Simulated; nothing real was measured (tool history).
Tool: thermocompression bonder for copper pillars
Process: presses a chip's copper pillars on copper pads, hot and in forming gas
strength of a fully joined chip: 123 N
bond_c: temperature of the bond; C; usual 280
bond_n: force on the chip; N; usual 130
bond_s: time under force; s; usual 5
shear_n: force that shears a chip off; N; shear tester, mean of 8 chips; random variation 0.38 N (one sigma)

run,hour,bond_c,bond_n,bond_s,shear_n
1,0,280,130,5,57.8
2,8.7,280,130,5,58.2
3,13.5,280,130,5,57.6
4,20.4,280,130,5,58
5,29.2,280,130,5,57.8
6,38.7,280,130,5,57.9
7,49.3,280,182,6,71.8
8,55.4,280,182,6,71.7
9,60.3,272,109,14,71.1
10,66.4,250,138,5,42.8
11,72.6,250,137,5,42.6

Forecast each of these 3 alternatives for the next run:
A,82.3,298,162,14,?
B,82.3,250,183,6,?
C,82.3,280,95,4,?

run,shear_n
A,96
B,53.7
C,44.8
Without the tool's hidden state the same runs would have given:
run,shear_n
A,96.2
B,53.8
C,44.9
